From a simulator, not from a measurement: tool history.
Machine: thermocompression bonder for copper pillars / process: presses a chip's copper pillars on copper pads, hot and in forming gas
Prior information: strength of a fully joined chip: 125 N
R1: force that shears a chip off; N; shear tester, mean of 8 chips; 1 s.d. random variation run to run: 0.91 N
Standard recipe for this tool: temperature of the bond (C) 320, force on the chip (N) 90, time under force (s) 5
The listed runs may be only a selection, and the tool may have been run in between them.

Run 1, hour 0.0: usual settings. Result: R1 66.0 N.
Run 2, hour 16.2: usual settings. Result: R1 66.5 N.
Run 3, hour 33.2: usual settings. Result: R1 66.1 N.
Run 4, hour 47.5: usual settings but temperature of the bond (C) 300. Result: R1 53.6 N.
Run 5, hour 55.4: usual settings but temperature of the bond (C) 300. Result: R1 53.4 N.
Run 6, hour 73.2: usual settings but temperature of the bond (C) 300. Result: R1 52.4 N.
Run 7, hour 83.0: usual settings but temperature of the bond (C) 300. Result: R1 52.2 N.
Run 8, hour 93.8: usual settings but temperature of the bond (C) 300. Result: R1 54.5 N.
Run 9, hour 105.3: usual settings but temperature of the bond (C) 300. Result: R1 54.3 N.
Run 10, hour 115.1: usual settings but temperature of the bond (C) 300. Result: R1 53.5 N.
Run 11, hour 131.9: usual settings. Result: R1 64.8 N.
Run 12, hour 141.9: usual settings. Result: R1 66.0 N.
Run 13, hour 151.8: usual settings but time under force (s) 3. Result: R1 55.2 N.
Run 14, hour 161.2: usual settings but time under force (s) 4. Result: R1 60.1 N.
Run 15, hour 169.6: usual settings but time under force (s) 4. Result: R1 59.8 N.
Run 16, hour 182.6: usual settings. Result: R1 64.7 N.
Run 17, hour 195.0: usual settings. Result: R1 63.7 N.
Run 18, hour 203.5: usual settings. Result: R1 63.8 N.
Run 19, hour 221.7: usual settings. Result: R1 63.6 N.
Run 20, hour 234.5: usual settings. Result: R1 62.9 N.
Run 21, hour 247.1: usual settings but force on the chip (N) 127, time under force (s) 14. Result: R1 97.0 N.
Run 22, hour 254.8: usual settings but temperature of the bond (C) 314, force on the chip (N) 78, time under force (s) 12. Result: R1 69.9 N.
Run 23, hour 268.3: usual settings but temperature of the bond (C) 294, force on the chip (N) 81, time under force (s) 3. Result: R1 36.3 N.
Run 24, hour 280.7: usual settings but force on the chip (N) 73, time under force (s) 3. Result: R1 43.2 N.
Run 25, hour 288.2: usual settings but temperature of the bond (C) 318, force on the chip (N) 63, time under force (s) 7. Result: R1 50.7 N.
Run 26, hour 301.0: usual settings but temperature of the bond (C) 318, force on the chip (N) 63, time under force (s) 7. Result: R1 51.9 N.
Run 27, hour 308.9: usual settings but temperature of the bond (C) 309, force on the chip (N) 71. Result: R1 45.4 N.
Run 28, hour 325.6: usual settings but temperature of the bond (C) 328, force on the chip (N) 68, time under force (s) 14. Result: R1 71.0 N.
Run 29, hour 343.6: usual settings but temperature of the bond (C) 328, force on the chip (N) 68, time under force (s) 14. Result: R1 72.9 N.
At hour 359.8: forming gas filter changed.
Run 30, hour 362.5: usual settings but temperature of the bond (C) 328, force on the chip (N) 121, time under force (s) 14. Result: R1 111.0 N.
Run 31, hour 374.8: usual settings but temperature of the bond (C) 328, force on the chip (N) 121, time under force (s) 14. Result: R1 109.2 N.
Run 32, hour 392.7: usual settings but temperature of the bond (C) 313, force on the chip (N) 74, time under force (s) 9. Result: R1 66.7 N.
Run 33, hour 400.1: usual settings but temperature of the bond (C) 348, force on the chip (N) 129, time under force (s) 4. Result: R1 97.7 N.
Run 34, hour 412.9: usual settings but temperature of the bond (C) 318. Result: R1 67.9 N.
Run 35, hour 420.9: usual settings but temperature of the bond (C) 333, force on the chip (N) 86. Result: R1 73.6 N.
Run 36, hour 438.1: usual settings but temperature of the bond (C) 326, force on the chip (N) 115, time under force (s) 9. Result: R1 99.3 N.
Run 37, hour 453.7: usual settings but temperature of the bond (C) 326, force on the chip (N) 115, time under force (s) 9. Result: R1 96.0 N.
Run 38, hour 467.5: usual settings but temperature of the bond (C) 300, time under force (s) 3. Result: R1 45.2 N.
Run 39, hour 483.9: usual settings but temperature of the bond (C) 335, force on the chip (N) 100, time under force (s) 3. Result: R1 71.4 N.
Run 40, hour 492.1: usual settings but temperature of the bond (C) 335, force on the chip (N) 100, time under force (s) 3. Result: R1 70.3 N.

Results per run with the tool's hidden condition removed, run-to-run variation unchanged:
Hidden state at play: true temperature of the bond over the reading, C; force that reaches the chip, % of what is set; oxide that the forming gas leaves, % of the face; drift of the gauge itself on shear_n, %.
run     R1
  1   75.5
  2   76.3
  3   76.2
  4   63.1
  5   63.0
  6   62.1
  7   62.1
  8   64.7
  9   64.5
 10   63.9
 11   76.3
 12   77.8
 13   65.9
 14   71.4
 15   71.2
 16   76.8
 17   76.2
 18   76.3
 19   76.1
 20   75.8
 21  111.6
 22   84.1
 23   45.6
 24   53.5
 25   62.6
 26   64.1
 27   56.9
 28   86.2
 29   88.6
 30  114.9
 31  113.4
 32   73.6
 33  103.2
 34   75.1
 35   80.7
 36  106.2
 37  102.9
 38   51.9
 39   79.4
 40   78.3

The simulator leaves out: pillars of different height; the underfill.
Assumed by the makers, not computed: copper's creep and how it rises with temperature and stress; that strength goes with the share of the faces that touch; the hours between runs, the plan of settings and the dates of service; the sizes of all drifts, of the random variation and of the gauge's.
